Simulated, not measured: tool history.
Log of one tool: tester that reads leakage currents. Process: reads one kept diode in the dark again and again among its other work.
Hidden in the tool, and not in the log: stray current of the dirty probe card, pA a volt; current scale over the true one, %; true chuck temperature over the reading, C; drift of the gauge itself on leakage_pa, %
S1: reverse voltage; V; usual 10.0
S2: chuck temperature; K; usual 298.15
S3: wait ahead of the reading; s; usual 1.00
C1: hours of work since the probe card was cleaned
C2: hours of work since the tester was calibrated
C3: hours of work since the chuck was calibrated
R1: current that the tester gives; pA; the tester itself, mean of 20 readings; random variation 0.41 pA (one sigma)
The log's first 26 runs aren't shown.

run 27 hour=739.4 | S1=1.3 S2=298.15 S3=1.00 | C1=674 C2=1039 C3=459 | R1=47.07
run 28 hour=760.5 | S1=10.0 S2=296.15 S3=1.00 | C1=683 C2=1048 C3=468 | R1=115.58
run 29 hour=788.8 | S1=1.3 S2=315.15 S3=4.90 | C1=695 C2=1061 C3=480 | R1=160.84
run 30 hour=809.0 | S1=10.2 S2=309.15 S3=3.38 | C1=704 C2=1070 C3=489 | R1=301.36
run 31 hour=833.6 | S1=10.2 S2=293.15 S3=0.94 | C1=715 C2=1081 C3=500 | R1=93.14
run 32 hour=864.0 | S1=2.3 S2=318.15 S3=0.43 | C1=729 C2=1094 C3=514 | R1=264.48
run 33 hour=888.6 | S1=2.3 S2=318.15 S3=0.43 | C1=739 C2=1105 C3=524 | R1=265.58
run 34 hour=925.3 | S1=3.4 S2=304.15 S3=2.72 | C1=756 C2=1121 C3=541 | R1=120.17
run 35 hour=955.8 | S1=10.0 S2=298.15 S3=5.34 | C1=769 C2=1135 C3=554 | R1=132.07
run 36 hour=991.0 | S1=1.9 S2=295.15 S3=1.55 | C1=785 C2=1150 C3=570 | R1=45.35
run 37 hour=1018.1 | S1=1.2 S2=299.15 S3=0.55 | C1=797 C2=1162 C3=582 | R1=49.40
run 38 hour=1048.1 | S1=2.7 S2=308.15 S3=0.89 | C1=810 C2=1175 C3=595 | R1=143.12
run 39 hour=1065.9 | S1=1.0 S2=324.15 S3=3.72 | C1=818 C2=1183 C3=603 | R1=257.68
run 40 hour=1082.3 | S1=1.7 S2=304.15 S3=3.53 | C1=825 C2=1190 C3=610 | R1=84.65
run 41 hour=1110.3 | S1=1.7 S2=304.15 S3=5.25 | C1=837 C2=1203 C3=622 | R1=84.95

3 ways to go on from here, each from the tool as it stands after run 41. What would each give?
run A hour=1148.9 | S1=2.8 S2=312.15 S3=1.93 | C1=854 C2=1220 C3=639 | R1=?
run B hour=1148.9 | S1=10.0 S2=304.15 S3=1.00 | C1=854 C2=1220 C3=639 | R1=?
run C hour=1148.9 | S1=1.7 S2=331.15 S3=5.25 | C1=854 C2=1220 C3=639 | R1=?

run=A R1=192.89
run=B R1=209.30
run=C R1=525.02
Without the tool's hidden state the same runs would have given:
run=A R1=192.81
run=B R1=209.18
run=C R1=524.86
